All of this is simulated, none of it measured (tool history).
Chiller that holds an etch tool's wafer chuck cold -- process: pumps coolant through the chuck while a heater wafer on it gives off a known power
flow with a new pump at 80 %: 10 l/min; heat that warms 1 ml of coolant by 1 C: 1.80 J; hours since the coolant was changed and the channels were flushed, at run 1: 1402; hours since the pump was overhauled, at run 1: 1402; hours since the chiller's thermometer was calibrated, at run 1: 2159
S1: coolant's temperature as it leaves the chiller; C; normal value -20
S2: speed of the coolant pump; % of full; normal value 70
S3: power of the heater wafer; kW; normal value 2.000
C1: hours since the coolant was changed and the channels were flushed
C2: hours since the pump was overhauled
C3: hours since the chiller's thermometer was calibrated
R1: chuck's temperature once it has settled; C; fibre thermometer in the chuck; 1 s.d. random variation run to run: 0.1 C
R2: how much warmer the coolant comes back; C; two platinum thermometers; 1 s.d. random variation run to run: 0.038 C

Run 1, hour 0.0: usual settings; C1 1402; C2 1402; C3 2159. Result: R1 -1.7 C, R2 8.16 C.
Run 2, hour 44.6: usual settings; C1 1447; C2 1447; C3 2204. Result: R1 -1.6 C, R2 8.23 C.
Run 3, hour 130.0: usual settings; C1 1532; C2 1532; C3 2289. Result: R1 -1.7 C, R2 8.20 C.
Run 4, hour 173.6: usual settings but S2 94 % of full; C1 1576; C2 1576; C3 2333. Result: R1 -5.4 C, R2 5.91 C.
Run 5, hour 260.9: usual settings but S2 77 % of full; C1 1663; C2 1663; C3 2420. Result: R1 -2.7 C, R2 7.40 C.
Run 6, hour 326.5: usual settings but S2 77 % of full, S3 1.223 kW; C1 1729; C2 1729; C3 2485. Result: R1 -9.7 C, R2 4.51 C.
Run 7, hour 407.0: usual settings but S2 77 % of full, S3 1.223 kW; C1 1809; C2 1809; C3 2566. Result: R1 -9.6 C, R2 4.54 C.
Run 8, hour 455.6: usual settings but S2 86 % of full, S3 1.223 kW; C1 1858; C2 1858; C3 2615. Result: R1 -10.4 C, R2 4.00 C.
Run 9, hour 512.7: usual settings but S3 1.827 kW; C1 1915; C2 1915; C3 2672. Result: R1 -2.9 C, R2 7.54 C.
Run 10, hour 580.1: usual settings; C1 1982; C2 1982; C3 2739. Result: R1 -1.3 C, R2 8.31 C.
At hour 590.0: coolant pump overhauled.
Run 11, hour 647.1: usual settings but S1 -23 C, S2 60 % of full, S3 1.466 kW; C1 2044; C2 57; C3 2801. Result: R1 -7.3 C, R2 7.39 C.
Run 12, hour 694.8: usual settings but S1 -23 C, S2 60 % of full, S3 1.466 kW; C1 2092; C2 105; C3 2849. Result: R1 -7.3 C, R2 7.48 C.
Run 13, hour 761.3: usual settings but S1 -17 C, S2 71 % of full, S3 1.035 kW; C1 2159; C2 171; C3 2915. Result: R1 -7.3 C, R2 4.33 C.
Run 14, hour 816.7: usual settings but S1 -17 C, S2 72 % of full, S3 1.035 kW; C1 2214; C2 227; C3 2971. Result: R1 -7.4 C, R2 4.34 C.
Run 15, hour 874.9: usual settings but S1 -17 C, S2 72 % of full, S3 1.035 kW; C1 2272; C2 285; C3 3029. Result: R1 -7.5 C, R2 4.37 C.
At hour 887.4: coolant pump overhauled, once more.
Run 16, hour 932.3: usual settings but S1 -29 C, S2 72 % of full, S3 2.379 kW; C1 2325; C2 45; C3 3081. Result: R1 -8.1 C, R2 8.89 C.
Run 17, hour 1022.6: usual settings but S1 -14 C, S2 80 % of full, S3 1.029 kW; C1 2415; C2 135; C3 3172. Result: R1 -6.0 C, R2 3.36 C.
Run 18, hour 1078.3: usual settings but S1 -27 C, S2 77 % of full, S3 1.270 kW; C1 2471; C2 191; C3 3227. Result: R1 -16.6 C, R2 4.48 C.
At hour 1124.6: chiller's thermometer calibrated.
Run 19, hour 1135.9: usual settings but S1 -26 C, S2 61 % of full; C1 2527; C2 247; C3 11. Result: R1 -5.1 C, R2 9.05 C.
Run 20, hour 1174.1: usual settings but S1 -26 C, S2 61 % of full; C1 2565; C2 286; C3 49. Result: R1 -5.4 C, R2 9.04 C.

How the hidden state differs across the entries between the runs, from the last listed run before each to the first after it:
Logged between run 10 and run 11: coolant pump overhauled (hour 590.0)
  heat passed by the chuck's channels, % of clean ones': 92.7 -> 92.5; flow at a given pump speed, % of a new pump's: 92.7 -> 90.4; coolant's true temperature over the reading, C: -0.5 -> -0.51
  measured less the result without the state, R1: +1.4 -> +1.4 C; R2: +0.61 -> +0.71 C
Logged between run 15 and run 16: coolant pump overhauled, once more (hour 887.4)
  heat passed by the chuck's channels, % of clean ones': 91.7 -> 91.5; flow at a given pump speed, % of a new pump's: 89.6 -> 99.8; coolant's true temperature over the reading, C: -0.55 -> -0.56
  measured less the result without the state, R1: +0.8 -> +0.8 C; R2: +0.45 -> +0.01 C
Logged between run 18 and run 19: chiller's thermometer calibrated (hour 1124.6)
  heat passed by the chuck's channels, % of clean ones': 91 -> 90.8; flow at a given pump speed, % of a new pump's: 99.4 -> 99.2; coolant's true temperature over the reading, C: -0.59 -> 0.01
  measured less the result without the state, R1: +0.3 -> +1.5 C; R2: +0.02 -> +0.07 C
